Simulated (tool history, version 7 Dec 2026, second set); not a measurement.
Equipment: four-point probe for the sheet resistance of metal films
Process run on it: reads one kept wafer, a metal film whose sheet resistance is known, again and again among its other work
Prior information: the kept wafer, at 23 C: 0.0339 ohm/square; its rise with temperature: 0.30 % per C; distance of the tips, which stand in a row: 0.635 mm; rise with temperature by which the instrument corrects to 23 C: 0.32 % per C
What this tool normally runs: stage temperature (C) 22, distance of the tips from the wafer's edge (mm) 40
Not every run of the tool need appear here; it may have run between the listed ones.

| run | day | stage temperature (C) | distance of the tips from the wafer's edge (mm) | sheet resistance as the instrument gives it (ohm/square) |
|---|---|---|---|---|
| 1 | 0.000 | 22 | 40 | 0.034146 |
| 2 | 0.696 | 22 | 15 | 0.034181 |
| 3 | 1.554 | 21 | 40 | 0.034158 |
|  | 1.788 | new probe head fitted |
| 4 | 2.267 | 21 | 40 | 0.034019 |
| 5 | 2.758 | 29 | 40 | 0.033955 |
| 6 | 3.300 | 29 | 40 | 0.033941 |
| 7 | 3.800 | 29 | 40 | 0.033943 |
| 8 | 4.558 | 29 | 40 | 0.033953 |
| 9 | 5.146 | 29 | 40 | 0.033956 |
| 10 | 5.546 | 29 | 40 | 0.033952 |
| 11 | 6.375 | 29 | 40 | 0.033952 |

Run 12 is up next; what results do you expect?
| 12 | 7.221 | 32 | 38 | ? |

Run 12 yielded sheet resistance as the instrument gives it (ohm/square) 0.033945.
Take away the tool's hidden state, keep the run-to-run variation as it was, and the same run would have given sheet resistance as the instrument gives it (ohm/square) 0.033840.
